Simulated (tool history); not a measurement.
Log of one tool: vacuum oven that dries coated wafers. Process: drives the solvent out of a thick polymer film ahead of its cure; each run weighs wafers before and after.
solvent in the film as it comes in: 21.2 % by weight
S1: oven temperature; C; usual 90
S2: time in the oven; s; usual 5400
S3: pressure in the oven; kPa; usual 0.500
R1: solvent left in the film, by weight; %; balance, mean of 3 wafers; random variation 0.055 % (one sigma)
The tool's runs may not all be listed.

Run 1, hour 0.0: usual settings. Result: R1 2.39 %.
Run 2, hour 12.0: usual settings. Result: R1 2.23 %.
Run 3, hour 19.6: usual settings. Result: R1 2.23 %.
Run 4, hour 27.9: usual settings but S1 95 C. Result: R1 1.37 %.
Run 5, hour 34.8: usual settings but S3 1.786 kPa. Result: R1 3.50 %.
Run 6, hour 40.9: usual settings but S3 1.786 kPa. Result: R1 3.48 %.
Run 7, hour 52.6: usual settings but S2 2820 s. Result: R1 5.73 %.
Run 8, hour 62.3: usual settings. Result: R1 2.27 %.
Run 9, hour 67.8: usual settings. Result: R1 2.25 %.
Run 10, hour 79.2: usual settings but S3 0.701 kPa. Result: R1 2.53 %.
Run 11, hour 86.3: usual settings but S3 0.701 kPa. Result: R1 2.43 %.
Run 12, hour 99.0: usual settings but S3 0.701 kPa. Result: R1 2.55 %.
Run 13, hour 105.8: usual settings but S3 0.701 kPa. Result: R1 2.48 %.
Run 14, hour 111.5: usual settings but S3 0.701 kPa. Result: R1 2.52 %.
Run 15, hour 121.5: usual settings but S2 4080 s, S3 0.701 kPa. Result: R1 3.76 %.
Run 16, hour 128.9: usual settings but S1 93 C. Result: R1 1.72 %.
Run 17, hour 140.6: usual settings but S1 93 C. Result: R1 1.76 %.
Run 18, hour 151.1: usual settings but S1 93 C. Result: R1 1.77 %.
Run 19, hour 156.4: usual settings but S1 93 C. Result: R1 1.75 %.
Run 20, hour 167.2: usual settings but S1 93 C. Result: R1 1.77 %.
Run 21, hour 178.5: usual settings but S1 93 C. Result: R1 1.67 %.
Run 22, hour 186.5: usual settings but S1 89 C, S2 5340 s, S3 1.254 kPa. Result: R1 3.33 %.
Run 23, hour 197.0: usual settings but S1 89 C, S2 5340 s, S3 1.254 kPa. Result: R1 3.34 %.
Run 24, hour 205.9: usual settings but S1 88 C, S2 3480 s. Result: R1 5.09 %.
At hour 209.0: oven's thermocouples calibrated.
Run 25, hour 220.8: usual settings but S1 88 C, S2 3480 s, S3 1.295 kPa. Result: R1 5.87 %.
At hour 231.7: oven's thermocouples calibrated, once more.
Run 26, hour 233.8: usual settings but S1 88 C, S2 3480 s, S3 1.295 kPa. Result: R1 5.51 %.
Run 27, hour 246.5: usual settings but S1 102 C, S2 9300 s, S3 0.359 kPa. Result: R1 0.33 %.

Forecast run 28:
Run 28, hour 252.2: usual settings but S1 100 C, S2 7500 s, S3 0.359 kPa. Result: R1 ?.

R1: 0.51 %
Without the tool's hidden state the same run would have given R1 0.50 %.
